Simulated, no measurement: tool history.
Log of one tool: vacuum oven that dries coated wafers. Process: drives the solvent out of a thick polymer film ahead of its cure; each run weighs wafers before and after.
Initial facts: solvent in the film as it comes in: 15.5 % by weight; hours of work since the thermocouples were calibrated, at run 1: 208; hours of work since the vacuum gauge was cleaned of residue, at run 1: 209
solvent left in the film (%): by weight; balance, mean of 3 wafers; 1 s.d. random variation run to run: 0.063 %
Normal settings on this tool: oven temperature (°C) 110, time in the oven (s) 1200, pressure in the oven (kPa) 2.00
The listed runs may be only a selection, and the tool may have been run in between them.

run,hour,oven temperature (°C),time in the oven (s),pressure in the oven (kPa),hours of work since the thermocouples were calibrated,hours of work since the vacuum gauge was cleaned of residue,solvent left in the film (%)
1,0.0,110,1200,2.00,208,209,4.28
2,18.4,110,1200,2.00,217,218,4.26
3,29.9,118,1200,2.00,222,223,2.15
4,40.1,99,1200,2.00,227,228,7.80
5,55.9,99,1200,2.00,234,235,7.67
6,75.3,110,1200,2.00,243,244,4.24
7,95.7,100,1200,2.00,252,253,7.63
8,110.8,100,1200,2.00,259,260,7.51
9,124.7,100,1200,2.00,266,267,7.59
10,136.3,100,1200,2.00,271,272,7.55
11,152.8,100,1200,2.00,279,279,7.60
12,169.1,100,1200,2.00,286,287,7.39
13,185.0,100,1200,2.00,293,294,7.49
14,204.3,121,1200,2.00,302,303,1.78
15,224.1,111,1200,2.00,311,312,3.91
16,234.2,113,1200,2.00,316,317,3.37
17,244.8,110,1200,2.00,321,322,4.37
18,265.2,110,1200,2.00,330,331,4.24
19,276.8,110,1200,2.00,336,337,4.17
20,288.9,110,1200,2.00,341,342,4.30
21,306.0,110,1200,2.19,349,350,4.42
22,320.6,110,1140,2.00,356,357,4.57
23,340.9,110,1140,2.00,365,366,4.46
24,356.9,101,1200,2.00,373,373,7.19
25,367.2,104,900,2.00,377,378,7.55
26,376.6,112,900,3.85,382,382,5.95
27,395.4,112,900,3.85,390,391,5.96
28,404.5,112,900,3.85,394,395,6.00
29,422.8,113,1200,5.24,403,404,5.62
30,438.0,118,1200,2.00,410,411,2.30
31,451.2,118,1200,2.00,416,417,2.41
32,464.4,98,720,3.17,422,423,10.44
33,480.0,98,720,3.17,429,430,10.53
34,497.3,102,1200,2.00,437,438,6.96
35,518.3,102,720,1.43,447,448,8.38
36,530.2,111,1140,2.22,452,453,4.46
37,544.8,98,1200,1.04,459,460,7.64
38,559.6,110,600,1.52,466,467,6.79
39,575.0,110,600,1.52,473,474,6.84
40,584.6,110,600,1.52,477,478,6.84
41,600.3,110,600,1.52,485,485,7.01
42,612.0,115,600,1.52,490,491,5.49
43,624.5,101,780,1.85,496,496,8.88
44,640.0,101,780,1.85,503,504,8.54
45,651.1,103,780,1.85,508,509,8.19
46,666.8,103,780,1.85,515,516,8.28
47,687.7,119,1200,2.86,525,525,2.74
48,700.8,98,660,2.58,531,532,10.33

Forecast each of these 3 alternatives for the next run:
A,717.3,117,1560,4.56,538,539,?
B,717.3,110,1200,1.14,538,539,?
C,717.3,121,1200,2.00,538,539,?

run,solvent left in the film (%)
A,3.61
B,3.85
C,1.84
Without the tool's unlogged condition, the same runs would have read:
run,solvent left in the film (%)
A,3.24
B,3.32
C,1.55
